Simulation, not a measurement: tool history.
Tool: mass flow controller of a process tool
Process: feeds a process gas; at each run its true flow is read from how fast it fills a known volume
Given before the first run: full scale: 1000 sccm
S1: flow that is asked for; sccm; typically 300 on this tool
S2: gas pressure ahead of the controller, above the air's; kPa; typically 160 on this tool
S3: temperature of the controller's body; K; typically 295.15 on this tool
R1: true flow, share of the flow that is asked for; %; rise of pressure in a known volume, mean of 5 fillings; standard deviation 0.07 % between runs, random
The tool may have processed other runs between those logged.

Run 1, hour 0.0: usual settings. Result: R1 98.06 %.
Run 2, hour 210.7: usual settings. Result: R1 98.16 %.
Run 3, hour 370.8: usual settings. Result: R1 98.28 %.
Run 4, hour 599.1: usual settings. Result: R1 98.22 %.
Run 5, hour 931.7: usual settings. Result: R1 98.25 %.
Run 6, hour 1264.1: usual settings. Result: R1 98.37 %.
Run 7, hour 1631.1: usual settings but S3 297.15 K. Result: R1 98.52 %.
Run 8, hour 1815.5: usual settings but S3 297.15 K. Result: R1 98.60 %.
Run 9, hour 2167.1: usual settings but S3 297.15 K. Result: R1 98.60 %.
Run 10, hour 2529.8: usual settings but S2 234 kPa, S3 297.15 K. Result: R1 98.85 %.
Run 11, hour 2873.1: usual settings but S3 311.15 K. Result: R1 99.57 %.
Run 12, hour 3239.5: usual settings. Result: R1 98.61 %.
Run 13, hour 3565.3: usual settings. Result: R1 98.66 %.
Run 14, hour 3761.0: usual settings. Result: R1 98.75 %.
Run 15, hour 4046.6: usual settings but S2 192 kPa. Result: R1 98.80 %.
Run 16, hour 4378.4: usual settings but S2 192 kPa. Result: R1 98.91 %.
Run 17, hour 4662.2: usual settings but S2 192 kPa. Result: R1 98.98 %.
Run 18, hour 4849.3: usual settings but S2 192 kPa. Result: R1 98.69 %.
Run 19, hour 5086.5: usual settings. Result: R1 98.88 %.
Run 20, hour 5311.7: usual settings but S1 194 sccm. Result: R1 99.34 %.
Run 21, hour 5588.1: usual settings but S1 194 sccm. Result: R1 99.39 %.
Run 22, hour 5934.0: usual settings but S1 194 sccm. Result: R1 99.41 %.
Run 23, hour 6165.1: usual settings. Result: R1 99.01 %.
Run 24, hour 6397.5: usual settings. Result: R1 99.00 %.
Run 25, hour 6648.4: usual settings but S1 139 sccm, S2 173 kPa. Result: R1 100.52 %.
Run 26, hour 6836.1: usual settings but S1 110 sccm, S2 173 kPa. Result: R1 101.34 %.
Run 27, hour 7055.0: usual settings but S3 294.15 K. Result: R1 98.99 %.
Run 28, hour 7277.4: usual settings but S1 506 sccm, S2 169 kPa, S3 310.15 K. Result: R1 100.13 %.
Run 29, hour 7528.0: usual settings but S2 260 kPa. Result: R1 99.50 %.
Run 30, hour 7685.4: usual settings but S2 260 kPa. Result: R1 99.52 %.
Run 31, hour 8019.7: usual settings but S1 386 sccm, S2 247 kPa, S3 297.15 K. Result: R1 99.49 %.
Run 32, hour 8353.3: usual settings but S1 571 sccm, S2 151 kPa. Result: R1 99.21 %.
Run 33, hour 8600.4: usual settings but S2 158 kPa, S3 297.15 K. Result: R1 99.60 %.
Run 34, hour 8897.7: usual settings but S1 987 sccm. Result: R1 99.97 %.
Run 35, hour 9099.9: usual settings but S1 987 sccm. Result: R1 99.91 %.
Run 36, hour 9339.5: usual settings but S1 987 sccm. Result: R1 99.98 %.
Run 37, hour 9708.5: usual settings but S1 877 sccm. Result: R1 99.70 %.
Run 38, hour 10005.7: usual settings but S1 175 sccm, S2 157 kPa, S3 311.15 K. Result: R1 101.88 %.
Run 39, hour 10325.1: usual settings but S1 175 sccm, S2 157 kPa, S3 311.15 K. Result: R1 102.08 %.
Run 40, hour 10477.4: usual settings but S1 396 sccm, S2 250 kPa, S3 297.15 K. Result: R1 99.66 %.
Run 41, hour 10817.6: usual settings but S3 309.15 K. Result: R1 100.68 %.
Run 42, hour 11106.9: usual settings but S1 690 sccm, S2 240 kPa, S3 293.15 K. Result: R1 99.60 %.
Run 43, hour 11458.3: usual settings but S1 690 sccm, S2 168 kPa, S3 294.15 K. Result: R1 99.49 %.
Run 44, hour 11672.1: usual settings but S1 690 sccm, S2 201 kPa, S3 294.15 K. Result: R1 99.57 %.
Run 45, hour 11862.3: usual settings but S1 483 sccm, S3 304.15 K. Result: R1 100.04 %.
Run 46, hour 12012.3: usual settings but S1 483 sccm, S3 304.15 K. Result: R1 100.08 %.
Run 47, hour 12182.9: usual settings but S1 140 sccm. Result: R1 102.67 %.
Run 48, hour 12415.5: usual settings but S1 140 sccm, S2 154 kPa, S3 308.15 K. Result: R1 103.53 %.

Same runs, no hidden state in the tool, same run-to-run variation:
Hidden conditions of the tool in this case: flow at rest that the sensor doesn't see, % of full scale; true flow over the shown one, %; drift of the gauge itself on true_pct, %.
run     R1
  1  97.60
  2  97.67
  3  97.78
  4  97.69
  5  97.67
  6  97.74
  7  97.84
  8  97.90
  9  97.84
 10  98.04
 11  98.71
 12  97.70
 13  97.70
 14  97.77
 15  97.78
 16  97.85
 17  97.87
 18  97.56
 19  97.72
 20  97.44
 21  97.41
 22  97.34
 23  97.68
 24  97.64
 25  97.31
 26  97.14
 27  97.53
 28  99.32
 29  97.97
 30  97.97
 31  98.30
 32  98.47
 33  97.90
 34  99.65
 35  99.59
 36  99.65
 37  99.29
 38  98.36
 39  98.46
 40  98.26
 41  98.66
 42  98.95
 43  98.82
 44  98.90
 45  98.87
 46  98.90
 47  97.35
 48  98.13
